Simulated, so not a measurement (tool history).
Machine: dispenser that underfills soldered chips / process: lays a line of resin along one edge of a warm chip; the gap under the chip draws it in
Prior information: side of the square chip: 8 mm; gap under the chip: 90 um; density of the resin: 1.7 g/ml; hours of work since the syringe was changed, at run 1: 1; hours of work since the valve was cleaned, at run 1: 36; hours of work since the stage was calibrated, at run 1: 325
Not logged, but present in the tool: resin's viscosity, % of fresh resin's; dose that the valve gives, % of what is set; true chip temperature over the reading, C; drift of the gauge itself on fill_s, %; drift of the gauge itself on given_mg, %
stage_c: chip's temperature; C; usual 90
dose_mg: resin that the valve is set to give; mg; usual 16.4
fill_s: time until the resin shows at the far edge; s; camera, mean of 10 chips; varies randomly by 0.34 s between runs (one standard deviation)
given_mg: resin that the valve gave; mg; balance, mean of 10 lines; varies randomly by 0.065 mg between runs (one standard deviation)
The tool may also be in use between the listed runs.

run,hour,stage_c,dose_mg,hours of work since the syringe was changed,hours of work since the valve was cleaned,hours of work since the stage was calibrated,fill_s,given_mg
1,0,90,16.4,1,36,325,13.8,16.31
2,6.9,90,16.4,5,41,330,17.8,16.1
# hour 9.9: new syringe of resin
3,15.4,90,16.4,3,46,335,17,16.1
# hour 20.5: new syringe of resin
4,22.6,90,21.1,1,50,339,15.4,20.54
# hour 30.5: new syringe of resin
5,36.8,90,16.4,4,59,348,17.4,16.01
# hour 40: dispensing valve cleaned and set on the balance
# hour 41.5: new syringe of resin
6,43.7,90,16.4,1,2,351,15.3,16.42
# hour 51.8: new syringe of resin
7,56.9,90,20.8,3,10,359,16.7,20.59
# hour 62: new syringe of resin
8,69.2,90,20.8,4,18,367,17.4,20.53
# hour 72.8: new syringe of resin
# hour 83.5: new syringe of resin
9,83.8,90,20.8,0,26,375,14,20.55
10,89.5,90,16.4,4,30,379,16.9,16.18
# hour 94.2: new syringe of resin
11,98.8,86,16.4,3,35,384,18,16.03
# hour 104.7: new syringe of resin
12,108,99,16.4,2,41,390,11.3,16.07
# hour 115.2: new syringe of resin
13,117.7,99,16.4,2,47,396,11.3,16.1
# hour 125.4: new syringe of resin
14,128.4,86,16.4,2,53,402,16.9,16.06
# hour 136.1: new syringe of resin
15,138,86,16.4,1,59,408,15.8,15.98
# hour 140.7: dispensing valve cleaned and set on the balance
16,145.2,91,20,5,3,412,18,20.16
# hour 147.1: new syringe of resin
# hour 157: new syringe of resin
17,157,93,14.6,0,10,419,12.3,14.54
18,166.4,84,20.1,6,16,425,23.1,20.14
# hour 168: new syringe of resin
# hour 172.5: stage's temperature calibrated
19,177.7,79,18.9,5,22,3,27.6,18.67
# hour 179.1: new syringe of resin
20,184.8,91,17.4,4,26,7,17.6,17.23

What will run 21 give?
# hour 189.1: new syringe of resin
21,197.7,92,17.2,5,34,15,?,?

{"run 21": {"fill_s": 18.8, "given_mg": 16.98}}
With the hidden condition absent and the run-to-run variation left alone, this run would have shown fill_s 14 s, given_mg 17.19 mg.

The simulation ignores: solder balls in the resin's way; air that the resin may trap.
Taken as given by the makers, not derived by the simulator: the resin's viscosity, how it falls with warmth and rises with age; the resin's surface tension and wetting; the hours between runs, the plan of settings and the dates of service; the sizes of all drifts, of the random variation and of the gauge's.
